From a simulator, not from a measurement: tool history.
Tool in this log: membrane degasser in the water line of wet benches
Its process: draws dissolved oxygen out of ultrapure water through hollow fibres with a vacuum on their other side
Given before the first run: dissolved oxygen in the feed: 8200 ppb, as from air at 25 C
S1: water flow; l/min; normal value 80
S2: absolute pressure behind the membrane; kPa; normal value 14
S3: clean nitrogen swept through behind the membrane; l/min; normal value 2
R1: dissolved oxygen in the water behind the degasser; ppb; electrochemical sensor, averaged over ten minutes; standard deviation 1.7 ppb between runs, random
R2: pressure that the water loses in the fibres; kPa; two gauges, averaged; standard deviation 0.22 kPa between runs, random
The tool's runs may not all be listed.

run,hour,S1,S2,S3,R1,R2
1,0,80,14,2,801.4,52.16
2,152.4,80,14,2,799.7,52.14
3,280.4,80,14,2,802.8,52.53
4,505.3,80,14,2,799.8,52.62
5,639,80,14,2,799.3,52.6
6,746.5,80,14,2,802.9,52.46
7,930.9,80,14,2,803.5,52.38
8,1156,80,30.4,1.97,1805.6,52.24
9,1311.4,50,17.7,3.04,510.8,32.94
10,1493.2,66,14,1.38,909.2,43.17
11,1700.2,93,11.2,2.07,667.4,61.15
12,1878,75,18.9,1.1,1607,49.2
13,2104.4,75,18.9,1.1,1602,49.14

Taken out of this log: 1 entry between the listed runs. Where each belongs, and how the hidden state differs across it:
Between runs 11 and 12: vacuum gauge calibrated (hour 1768)
  nothing in the hidden state changes from one run to the other
